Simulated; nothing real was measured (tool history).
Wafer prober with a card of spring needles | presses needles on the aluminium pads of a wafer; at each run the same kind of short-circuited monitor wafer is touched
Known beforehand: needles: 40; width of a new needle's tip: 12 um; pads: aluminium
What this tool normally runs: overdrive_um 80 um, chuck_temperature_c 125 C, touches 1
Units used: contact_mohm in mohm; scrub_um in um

run,hour,overdrive_um,chuck_temperature_c,touches,contact_mohm,scrub_um
1,0,80,125,1,216,17.276
2,8.2,92,125,1,222,19.866
3,13.9,92,125,1,223,19.852
# hour 14.7: tips cleaned on abrasive film
4,18.4,92,125,1,229,19.851
5,25.6,92,125,1,230,19.856
6,33.7,92,125,1,232,19.843
7,40,92,125,1,230,19.855
# hour 41.4: tips cleaned on abrasive film
8,46.3,96,125,1,209,20.699
9,54.7,80,125,1,220,17.243
10,64.3,80,125,1,225,17.244
# hour 68.2: tips cleaned on abrasive film
11,69.1,80,125,1,203,17.237
# hour 73.1: tips cleaned on abrasive film, once more
12,74.5,80,29,1,182,17.209
13,80.5,95,29,1,188,20.464
14,89.5,95,29,1,196,20.459
# hour 99.7: tips cleaned on abrasive film
15,99.7,80,29,1,178,17.188
16,109.3,80,52,1,197,17.198
17,113.7,80,125,1,218,17.194
18,122.4,80,125,1,223,17.204
# hour 126.5: tips cleaned on abrasive film
19,127.3,80,125,1,206,17.181
20,134.6,80,125,1,214,17.181
21,141.4,78,55,3,191,16.752
22,147.2,78,28,1,201,16.752
# hour 153.2: tips cleaned on abrasive film
23,155.9,78,28,1,187,16.741
24,162.7,78,28,1,196,16.729
25,167.4,88,93,1,212,18.894

Forecast run 26:
26,177.1,99,26,2,?,?

{"run 26": {"contact_mohm": 195, "scrub_um": 21.298}}
With the hidden condition absent and the run-to-run variation left alone, this run would have shown contact_mohm 183 mohm, scrub_um 21.422 um.
